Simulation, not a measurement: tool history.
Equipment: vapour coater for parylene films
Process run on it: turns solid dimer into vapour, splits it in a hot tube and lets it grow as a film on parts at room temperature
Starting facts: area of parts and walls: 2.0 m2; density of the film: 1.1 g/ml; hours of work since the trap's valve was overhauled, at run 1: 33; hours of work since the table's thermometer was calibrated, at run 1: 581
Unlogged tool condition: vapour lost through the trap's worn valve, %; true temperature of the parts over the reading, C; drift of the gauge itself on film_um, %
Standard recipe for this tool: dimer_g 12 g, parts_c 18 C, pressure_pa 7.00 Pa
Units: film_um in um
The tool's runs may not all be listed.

run   hour  dimer_g  parts_c  pressure_pa  hours of work since the trap's valve was overhauled  hours of work since the table's thermometer was calibrated  film_um
  1    0.0       12       18         7.00                                                   33                                                         581     3.24
  2   23.2       12       17         7.00                                                   49                                                         597     3.39
  3   58.5       12       17         7.00                                                   73                                                         621     3.39
  4   88.5       12       17         7.00                                                   94                                                         641     3.41
  5  122.8       12       17         7.00                                                  117                                                         665     3.38
  6  140.3       12       18         7.00                                                  129                                                         677     3.25
  7  155.0       12       18         7.00                                                  139                                                         687     3.31
  8  180.2       12       18         7.00                                                  157                                                         704     3.29
  9  207.7        6       18         7.00                                                  175                                                         723     1.62
 10  225.3        6       18         7.00                                                  187                                                         735     1.65
 11  255.6        6       18         7.00                                                  208                                                         756     1.62
 12  283.6        6       18         7.00                                                  227                                                         775     1.64
 13  309.2        6       18         7.00                                                  245                                                         793     1.59
 14  340.0        6       18         7.00                                                  266                                                         814     1.61
 15  356.6        6       18         7.00                                                  277                                                         825     1.64
 16  378.3        6       18         7.00                                                  292                                                         840     1.60
 17  398.8        6       18         7.00                                                  306                                                         854     1.67
 18  424.2        6       18         7.00                                                  324                                                         871     1.63
 19  444.9        6       18         7.00                                                  338                                                         885     1.63
 20  463.6        6       18         7.00                                                  351                                                         898     1.63
 21  484.0       12       18         2.89                                                  364                                                         912     3.51
 22  516.5       12       15         6.35                                                  387                                                         934     3.76
 23  537.5       12       18         2.96                                                  401                                                         949     3.55
 24  572.4        9       18         7.00                                                  425                                                         973     2.43
 25  601.7       11       18         9.62                                                  445                                                         993     2.90
 26  637.2       19       17         4.20                                                  469                                                        1017     5.67
 27  657.1       19       17         4.20                                                  483                                                        1031     5.67
 28  682.6       19       24         8.67                                                  500                                                        1048     3.78
 29  704.8       19       24         8.67                                                  516                                                        1063     3.79
 30  732.3       19       24         8.67                                                  535                                                        1082     3.78
 31  750.0       19       24         8.67                                                  547                                                        1094     3.81
 32  767.0       19       24         8.67                                                  558                                                        1106     3.78
 33  800.8       18       13         8.67                                                  581                                                        1129     6.06
     824.2  -- trap's valve overhauled
 34  834.3        6       14         7.00                                                    7                                                        1149     1.97
 35  863.7       12       22         7.27                                                   27                                                        1169     2.67
 36  891.2        9       11         2.23                                                   46                                                        1188     3.74
 37  907.2       15       11         8.70                                                   57                                                        1199     5.56
 38  922.9        7       19         2.50                                                   68                                                        1210     1.98
 39  957.6        7       19         2.50                                                   91                                                        1234     1.98
 40  983.4        7       19         2.50                                                  109                                                        1251     2.01

Predict each of these 4 candidate next runs independently; none follows another, all start after run 40:
  A  1007.6        5       28         2.51                                                  126                                                        1268        ?
  B  1007.6        7       13         2.50                                                  126                                                        1268        ?
  C  1007.6       14       18         7.00                                                  126                                                        1268        ?
  D  1007.6        6       19        10.04                                                  126                                                        1268        ?

run  film_um
  A     0.94
  B     2.64
  C     3.79
  D     1.50
What these runs would have given with no unlogged condition in the tool:
run  film_um
  A     0.94
  B     2.64
  C     3.79
  D     1.50

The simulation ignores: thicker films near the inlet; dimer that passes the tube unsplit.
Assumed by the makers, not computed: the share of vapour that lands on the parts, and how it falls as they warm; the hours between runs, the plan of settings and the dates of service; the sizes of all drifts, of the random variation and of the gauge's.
